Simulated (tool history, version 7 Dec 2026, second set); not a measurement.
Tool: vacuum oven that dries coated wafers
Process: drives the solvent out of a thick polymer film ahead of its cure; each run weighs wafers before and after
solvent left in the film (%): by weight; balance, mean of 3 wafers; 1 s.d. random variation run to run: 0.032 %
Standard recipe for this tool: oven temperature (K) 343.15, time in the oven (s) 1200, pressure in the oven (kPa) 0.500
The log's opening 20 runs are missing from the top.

run,hour,oven temperature (K),time in the oven (s),pressure in the oven (kPa),solvent left in the film (%)
21,688.7,346.15,1740,0.793,0.47
22,714.5,356.15,660,0.411,0.56
23,758.4,356.15,900,0.411,0.24
24,779.5,356.15,900,0.411,0.30
25,819.4,356.15,900,0.411,0.21
26,856.5,343.15,1560,1.999,1.41
27,876.8,335.15,1140,1.999,3.39
28,904.7,332.15,1620,1.405,2.55
29,928.6,343.15,1200,0.391,0.75
30,959.0,343.15,1200,0.391,0.77
31,979.0,341.15,1200,1.809,1.94
32,1017.1,353.15,1260,0.964,0.46

3 options for the next run, each taken on its own from the tool as it stands now. Forecast them:
A,1057.9,341.15,840,1.594,?
B,1057.9,353.15,960,0.340,?
C,1057.9,337.15,1200,1.145,?

run,solvent left in the film (%)
A,2.65
B,0.41
C,2.16
What these runs would have given with no unlogged condition in the tool:
run,solvent left in the film (%)
A,2.31
B,0.32
C,1.84
